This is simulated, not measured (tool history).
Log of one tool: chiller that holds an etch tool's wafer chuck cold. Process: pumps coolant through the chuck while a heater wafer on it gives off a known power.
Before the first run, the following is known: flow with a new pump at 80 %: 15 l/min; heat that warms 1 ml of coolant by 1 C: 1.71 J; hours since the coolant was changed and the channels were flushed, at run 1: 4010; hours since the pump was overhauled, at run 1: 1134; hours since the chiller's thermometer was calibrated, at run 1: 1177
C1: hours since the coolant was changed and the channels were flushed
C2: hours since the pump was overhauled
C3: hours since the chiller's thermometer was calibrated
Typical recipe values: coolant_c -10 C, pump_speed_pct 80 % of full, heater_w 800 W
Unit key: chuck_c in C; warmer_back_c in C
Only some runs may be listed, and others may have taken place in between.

Run 1, hour 0: usual settings; C1 4010; C2 1134; C3 1177. Result: chuck_c -5.2 C, warmer_back_c 1.8 C.
Run 2, hour 15.1: usual settings; C1 4025; C2 1150; C3 1192. Result: chuck_c -5.4 C, warmer_back_c 1.87 C.
Run 3, hour 39.1: usual settings; C1 4049; C2 1174; C3 1216. Result: chuck_c -5.3 C, warmer_back_c 1.83 C.
Run 4, hour 54.6: usual settings but coolant_c -9 C; C1 4064; C2 1189; C3 1231. Result: chuck_c -4.2 C, warmer_back_c 1.88 C.
Run 5, hour 73.4: usual settings but pump_speed_pct 98 % of full; C1 4083; C2 1208; C3 1250. Result: chuck_c -5.8 C, warmer_back_c 1.47 C.
Run 6, hour 88.2: usual settings but pump_speed_pct 98 % of full; C1 4098; C2 1223; C3 1265. Result: chuck_c -5.8 C, warmer_back_c 1.47 C.
Run 7, hour 111.2: usual settings but pump_speed_pct 61 % of full; C1 4121; C2 1246; C3 1288. Result: chuck_c -4.4 C, warmer_back_c 2.36 C.
Run 8, hour 134.1: usual settings but pump_speed_pct 61 % of full; C1 4144; C2 1269; C3 1311. Result: chuck_c -4.6 C, warmer_back_c 2.33 C.
Run 9, hour 150.5: usual settings; C1 4160; C2 1285; C3 1327. Result: chuck_c -5.2 C, warmer_back_c 1.8 C.
Run 10, hour 177.3: usual settings; C1 4187; C2 1312; C3 1354. Result: chuck_c -5.1 C, warmer_back_c 1.78 C.
Run 11, hour 199.5: usual settings but pump_speed_pct 71 % of full; C1 4209; C2 1334; C3 1376. Result: chuck_c -4.7 C, warmer_back_c 2.03 C.
Run 12, hour 225.8: usual settings but pump_speed_pct 71 % of full; C1 4235; C2 1360; C3 1403. Result: chuck_c -5 C, warmer_back_c 2.05 C.
Run 13, hour 240.2: usual settings but heater_w 459 W; C1 4250; C2 1375; C3 1417. Result: chuck_c -7.4 C, warmer_back_c 0.95 C.
Run 14, hour 269.7: usual settings but heater_w 459 W; C1 4279; C2 1404; C3 1446. Result: chuck_c -7.3 C, warmer_back_c 0.94 C.
Run 15, hour 284.3: usual settings; C1 4294; C2 1419; C3 1461. Result: chuck_c -5.4 C, warmer_back_c 1.7 C.
Run 16, hour 306.9: usual settings but coolant_c -18 C; C1 4316; C2 1441; C3 1484. Result: chuck_c -13.1 C, warmer_back_c 1.73 C.
Run 17, hour 335.4: usual settings but coolant_c -18 C; C1 4345; C2 1470; C3 1512. Result: chuck_c -13.3 C, warmer_back_c 1.66 C.
Run 18, hour 350.8: usual settings but coolant_c -8 C, pump_speed_pct 97 % of full, heater_w 439 W; C1 4360; C2 1485; C3 1528. Result: chuck_c -5.7 C, warmer_back_c 0.66 C.
At hour 370: gauge calibrated.
Run 19, hour 377.4: usual settings but coolant_c -8 C, pump_speed_pct 97 % of full, heater_w 439 W; C1 4387; C2 1512; C3 1554. Result: chuck_c -5.8 C, warmer_back_c 0.87 C.
Run 20, hour 393.6: usual settings but coolant_c -8 C, pump_speed_pct 97 % of full, heater_w 439 W; C1 4403; C2 1528; C3 1570. Result: chuck_c -5.6 C, warmer_back_c 0.87 C.
Run 21, hour 411.1: usual settings but coolant_c -5 C, pump_speed_pct 68 % of full, heater_w 715 W; C1 4421; C2 1545; C3 1588. Result: chuck_c -0.3 C, warmer_back_c 1.84 C.
Run 22, hour 438.1: usual settings but coolant_c -5 C, pump_speed_pct 68 % of full, heater_w 715 W; C1 4448; C2 1572; C3 1615. Result: chuck_c -0.4 C, warmer_back_c 1.97 C.
Run 23, hour 451.8: usual settings but coolant_c -7 C, pump_speed_pct 72 % of full, heater_w 505 W; C1 4461; C2 1586; C3 1629. Result: chuck_c -3.8 C, warmer_back_c 1.23 C.
Run 24, hour 466.1: usual settings but coolant_c -2 C, pump_speed_pct 73 % of full, heater_w 1162 W; C1 4476; C2 1601; C3 1643. Result: chuck_c 5.4 C, warmer_back_c 2.87 C.
Run 25, hour 490.5: usual settings but heater_w 456 W; C1 4500; C2 1625; C3 1667. Result: chuck_c -7.3 C, warmer_back_c 1.04 C.
Run 26, hour 519.1: usual settings but coolant_c -5 C, heater_w 1085 W; C1 4529; C2 1654; C3 1696. Result: chuck_c 1.4 C, warmer_back_c 2.43 C.
Run 27, hour 537.4: usual settings but coolant_c -18 C, pump_speed_pct 78 % of full, heater_w 610 W; C1 4547; C2 1672; C3 1714. Result: chuck_c -14.5 C, warmer_back_c 1.33 C.
Run 28, hour 566.6: usual settings but coolant_c -18 C, pump_speed_pct 78 % of full, heater_w 610 W; C1 4576; C2 1701; C3 1743. Result: chuck_c -14.6 C, warmer_back_c 1.35 C.
Run 29, hour 593.1: usual settings but coolant_c -8 C, pump_speed_pct 92 % of full, heater_w 919 W; C1 4603; C2 1727; C3 1770. Result: chuck_c -3.1 C, warmer_back_c 1.79 C.
Run 30, hour 620.3: usual settings but coolant_c -1 C, pump_speed_pct 64 % of full, heater_w 900 W; C1 4630; C2 1755; C3 1797. Result: chuck_c 5.2 C, warmer_back_c 2.45 C.
Run 31, hour 643.6: usual settings but pump_speed_pct 69 % of full; C1 4653; C2 1778; C3 1820. Result: chuck_c -4.9 C, warmer_back_c 1.98 C.

What would each run have given without the hidden state, its run-to-run variation left as it was?
Hidden state at play: heat passed by the chuck's channels, % of clean ones'; flow at a given pump speed, % of a new pump's; coolant's true temperature over the reading, C; drift of the gauge itself on chuck_c, C; drift of the gauge itself on warmer_back_c, C.
run  warmer_back_c
  1            1.8
  2           1.88
  3           1.86
  4           1.91
  5           1.51
  6           1.53
  7           2.43
  8           2.41
  9           1.89
 10           1.88
 11           2.15
 12           2.18
 13           1.09
 14            1.1
 15           1.86
 16            1.9
 17           1.86
 18           0.86
 19           0.87
 20           0.88
 21           1.87
 22           2.01
 23           1.27
 24           2.93
 25           1.11
 26           2.51
 27           1.43
 28           1.46
 29           1.91
 30           2.59
 31           2.13
chuck_c without the hidden state stays within 0.1 C of what was measured, in all runs.
